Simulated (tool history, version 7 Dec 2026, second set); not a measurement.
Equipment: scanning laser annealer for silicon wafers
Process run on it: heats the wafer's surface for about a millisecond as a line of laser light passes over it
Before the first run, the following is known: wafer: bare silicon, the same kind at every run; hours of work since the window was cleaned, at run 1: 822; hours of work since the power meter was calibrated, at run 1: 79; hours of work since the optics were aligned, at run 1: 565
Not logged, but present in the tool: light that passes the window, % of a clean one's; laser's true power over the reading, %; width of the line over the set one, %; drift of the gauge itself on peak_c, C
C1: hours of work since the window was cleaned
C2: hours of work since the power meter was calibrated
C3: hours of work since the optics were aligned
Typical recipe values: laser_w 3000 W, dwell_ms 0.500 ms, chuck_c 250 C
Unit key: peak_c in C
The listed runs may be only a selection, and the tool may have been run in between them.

{"run": 1, "hour": 0.0, "laser_w": 3000, "dwell_ms": 0.5, "chuck_c": 250, "C1": 822, "C2": 79, "C3": 565, "peak_c": 1019}
{"hour": 8.3, "done": "window over the wafer cleaned"}
{"run": 2, "hour": 12.1, "laser_w": 3000, "dwell_ms": 0.5, "chuck_c": 250, "C1": 2, "C2": 84, "C3": 570, "peak_c": 1061}
{"run": 3, "hour": 18.7, "laser_w": 3000, "dwell_ms": 0.5, "chuck_c": 250, "C1": 5, "C2": 87, "C3": 574, "peak_c": 1056}
{"run": 4, "hour": 28.0, "laser_w": 3000, "dwell_ms": 0.5, "chuck_c": 250, "C1": 10, "C2": 92, "C3": 579, "peak_c": 1061}
{"run": 5, "hour": 37.0, "laser_w": 3000, "dwell_ms": 0.462, "chuck_c": 250, "C1": 15, "C2": 97, "C3": 583, "peak_c": 1023}
{"run": 6, "hour": 43.0, "laser_w": 3000, "dwell_ms": 0.462, "chuck_c": 250, "C1": 18, "C2": 100, "C3": 586, "peak_c": 1021}
{"run": 7, "hour": 53.8, "laser_w": 3000, "dwell_ms": 0.462, "chuck_c": 250, "C1": 24, "C2": 105, "C3": 592, "peak_c": 1025}
{"run": 8, "hour": 64.9, "laser_w": 3000, "dwell_ms": 0.462, "chuck_c": 231, "C1": 29, "C2": 111, "C3": 598, "peak_c": 1004}
{"run": 9, "hour": 73.0, "laser_w": 3000, "dwell_ms": 0.462, "chuck_c": 231, "C1": 34, "C2": 115, "C3": 602, "peak_c": 1002}
{"run": 10, "hour": 80.8, "laser_w": 3000, "dwell_ms": 0.462, "chuck_c": 231, "C1": 38, "C2": 120, "C3": 606, "peak_c": 1007}
{"run": 11, "hour": 89.5, "laser_w": 3000, "dwell_ms": 0.5, "chuck_c": 250, "C1": 42, "C2": 124, "C3": 610, "peak_c": 1058}
{"run": 12, "hour": 100.0, "laser_w": 3267, "dwell_ms": 0.5, "chuck_c": 250, "C1": 48, "C2": 130, "C3": 616, "peak_c": 1148}
{"run": 13, "hour": 109.0, "laser_w": 3267, "dwell_ms": 0.5, "chuck_c": 250, "C1": 52, "C2": 134, "C3": 621, "peak_c": 1147}
{"run": 14, "hour": 119.6, "laser_w": 3000, "dwell_ms": 0.473, "chuck_c": 250, "C1": 58, "C2": 140, "C3": 626, "peak_c": 1031}
{"run": 15, "hour": 124.7, "laser_w": 3158, "dwell_ms": 0.473, "chuck_c": 250, "C1": 61, "C2": 142, "C3": 629, "peak_c": 1085}
{"run": 16, "hour": 135.0, "laser_w": 3158, "dwell_ms": 0.473, "chuck_c": 250, "C1": 66, "C2": 148, "C3": 634, "peak_c": 1084}
{"run": 17, "hour": 143.6, "laser_w": 3000, "dwell_ms": 0.5, "chuck_c": 258, "C1": 70, "C2": 152, "C3": 639, "peak_c": 1062}
{"run": 18, "hour": 155.1, "laser_w": 3000, "dwell_ms": 0.5, "chuck_c": 258, "C1": 76, "C2": 158, "C3": 645, "peak_c": 1065}
{"run": 19, "hour": 166.3, "laser_w": 3000, "dwell_ms": 0.5, "chuck_c": 258, "C1": 82, "C2": 164, "C3": 650, "peak_c": 1067}
{"run": 20, "hour": 174.6, "laser_w": 3000, "dwell_ms": 0.5, "chuck_c": 218, "C1": 86, "C2": 168, "C3": 655, "peak_c": 1025}
{"run": 21, "hour": 184.0, "laser_w": 3000, "dwell_ms": 0.5, "chuck_c": 218, "C1": 91, "C2": 173, "C3": 660, "peak_c": 1023}
{"run": 22, "hour": 194.9, "laser_w": 2686, "dwell_ms": 0.511, "chuck_c": 274, "C1": 97, "C2": 179, "C3": 665, "peak_c": 984}
{"run": 23, "hour": 204.6, "laser_w": 2686, "dwell_ms": 0.378, "chuck_c": 274, "C1": 102, "C2": 184, "C3": 670, "peak_c": 872}
{"run": 24, "hour": 211.8, "laser_w": 2686, "dwell_ms": 0.378, "chuck_c": 274, "C1": 106, "C2": 188, "C3": 674, "peak_c": 872}
{"run": 25, "hour": 220.3, "laser_w": 2686, "dwell_ms": 0.378, "chuck_c": 274, "C1": 110, "C2": 192, "C3": 678, "peak_c": 870}
{"run": 26, "hour": 228.2, "laser_w": 3065, "dwell_ms": 0.398, "chuck_c": 288, "C1": 114, "C2": 196, "C3": 683, "peak_c": 1015}
{"run": 27, "hour": 236.1, "laser_w": 2728, "dwell_ms": 0.5, "chuck_c": 285, "C1": 118, "C2": 200, "C3": 687, "peak_c": 999}
{"run": 28, "hour": 247.7, "laser_w": 3000, "dwell_ms": 0.353, "chuck_c": 250, "C1": 124, "C2": 206, "C3": 693, "peak_c": 909}
{"run": 29, "hour": 253.3, "laser_w": 3150, "dwell_ms": 0.489, "chuck_c": 244, "C1": 127, "C2": 209, "C3": 696, "peak_c": 1086}
{"run": 30, "hour": 262.9, "laser_w": 3150, "dwell_ms": 0.594, "chuck_c": 249, "C1": 132, "C2": 214, "C3": 701, "peak_c": 1189}
{"run": 31, "hour": 273.3, "laser_w": 2552, "dwell_ms": 0.609, "chuck_c": 239, "C1": 138, "C2": 220, "C3": 706, "peak_c": 973}
{"run": 32, "hour": 279.9, "laser_w": 2552, "dwell_ms": 0.609, "chuck_c": 239, "C1": 141, "C2": 223, "C3": 709, "peak_c": 971}
{"run": 33, "hour": 290.3, "laser_w": 2552, "dwell_ms": 0.517, "chuck_c": 239, "C1": 147, "C2": 228, "C3": 715, "peak_c": 907}
{"run": 34, "hour": 298.5, "laser_w": 2552, "dwell_ms": 0.517, "chuck_c": 239, "C1": 151, "C2": 233, "C3": 719, "peak_c": 906}
{"run": 35, "hour": 307.7, "laser_w": 2560, "dwell_ms": 0.529, "chuck_c": 250, "C1": 156, "C2": 237, "C3": 724, "peak_c": 931}
{"run": 36, "hour": 315.6, "laser_w": 2737, "dwell_ms": 0.529, "chuck_c": 252, "C1": 160, "C2": 242, "C3": 728, "peak_c": 990}
{"run": 37, "hour": 325.9, "laser_w": 2737, "dwell_ms": 0.529, "chuck_c": 252, "C1": 165, "C2": 247, "C3": 733, "peak_c": 988}
{"run": 38, "hour": 336.9, "laser_w": 2961, "dwell_ms": 0.615, "chuck_c": 272, "C1": 171, "C2": 253, "C3": 739, "peak_c": 1152}
{"run": 39, "hour": 342.3, "laser_w": 2951, "dwell_ms": 0.477, "chuck_c": 221, "C1": 174, "C2": 255, "C3": 742, "peak_c": 988}
{"run": 40, "hour": 348.8, "laser_w": 3006, "dwell_ms": 0.5, "chuck_c": 280, "C1": 177, "C2": 259, "C3": 745, "peak_c": 1080}

Subtracting, for every run, the result it would have given without the tool's unlogged condition from the measured result gives the following. The same run-to-run variation enters both numbers; the gauge's scatter may not:
run=1 peak_c=-50
run=2 peak_c=-8
run=3 peak_c=-8
run=4 peak_c=-9
run=5 peak_c=-9
run=6 peak_c=-9
run=7 peak_c=-9
run=8 peak_c=-9
run=9 peak_c=-9
run=10 peak_c=-9
run=11 peak_c=-10
run=12 peak_c=-12
run=13 peak_c=-12
run=14 peak_c=-11
run=15 peak_c=-11
run=16 peak_c=-12
run=17 peak_c=-12
run=18 peak_c=-12
run=19 peak_c=-12
run=20 peak_c=-12
run=21 peak_c=-13
run=22 peak_c=-11
run=23 peak_c=-10
run=24 peak_c=-10
run=25 peak_c=-11
run=26 peak_c=-13
run=27 peak_c=-13
run=28 peak_c=-12
run=29 peak_c=-16
run=30 peak_c=-18
run=31 peak_c=-15
run=32 peak_c=-14
run=33 peak_c=-13
run=34 peak_c=-13
run=35 peak_c=-14
run=36 peak_c=-16
run=37 peak_c=-16
run=38 peak_c=-19
run=39 peak_c=-16
run=40 peak_c=-18
